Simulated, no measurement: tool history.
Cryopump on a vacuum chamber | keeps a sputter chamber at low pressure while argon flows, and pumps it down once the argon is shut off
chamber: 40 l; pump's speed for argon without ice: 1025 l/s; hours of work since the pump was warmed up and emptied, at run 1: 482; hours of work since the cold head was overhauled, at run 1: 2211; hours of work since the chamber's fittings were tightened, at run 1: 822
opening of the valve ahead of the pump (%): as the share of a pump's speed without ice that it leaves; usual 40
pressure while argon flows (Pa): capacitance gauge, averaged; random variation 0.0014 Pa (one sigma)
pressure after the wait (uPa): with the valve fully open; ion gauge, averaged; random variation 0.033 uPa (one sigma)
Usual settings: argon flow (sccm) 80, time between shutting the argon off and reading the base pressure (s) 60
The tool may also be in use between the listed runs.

run	hour	argon flow (sccm)	time between shutting the argon off and reading the base pressure (s)	opening of the valve ahead of the pump (%)	hours of work since the pump was warmed up and emptied	hours of work since the cold head was overhauled	hours of work since the chamber's fittings were tightened	pressure while argon flows (Pa)	pressure after the wait (uPa)
1	0.0	80	60	40	482	2211	822	0.3475	2.95
2	74.4	80	60	40	544	2273	883	0.3501	3.08
3	178.5	80	231	40	629	2358	969	0.3538	2.18
4	248.4	80	231	40	687	2416	1027	0.3549	2.28
# hour 280.1: leaking fittings of the chamber tightened, without venting
5	360.0	80	231	40	777	2506	66	0.3569	0.89
# hour 431.7: pump warmed up, emptied and cooled again
6	455.3	80	231	40	19	2581	140	0.3369	0.95
7	555.5	156	160	40	102	2663	223	0.6633	1.21
8	619.9	156	160	40	155	2716	276	0.6659	1.26
9	708.8	156	160	40	228	2790	349	0.6699	1.34
10	806.4	156	160	40	309	2870	430	0.6675	1.47
11	901.0	156	160	40	387	2948	508	0.6761	1.53
12	951.4	66	60	24	428	2990	549	0.4678	2.53

The same runs without the tool's hidden state, with the same run-to-run variation:
The hidden state here: pump's speed, % of a pump's without ice; cold plate's temperature, K; leak into the chamber, uPa l/s; drift of the gauge itself on working_pa, %; drift of the gauge itself on base_upa, %.
run	pressure while argon flows (Pa)	pressure after the wait (uPa)
1	0.3300	1.67
2	0.3305	1.70
3	0.3314	0.65
4	0.3306	0.69
5	0.3296	0.67
6	0.3302	0.71
7	0.6457	0.85
8	0.6454	0.83
9	0.6454	0.83
10	0.6391	0.84
11	0.6429	0.78
12	0.4528	1.71
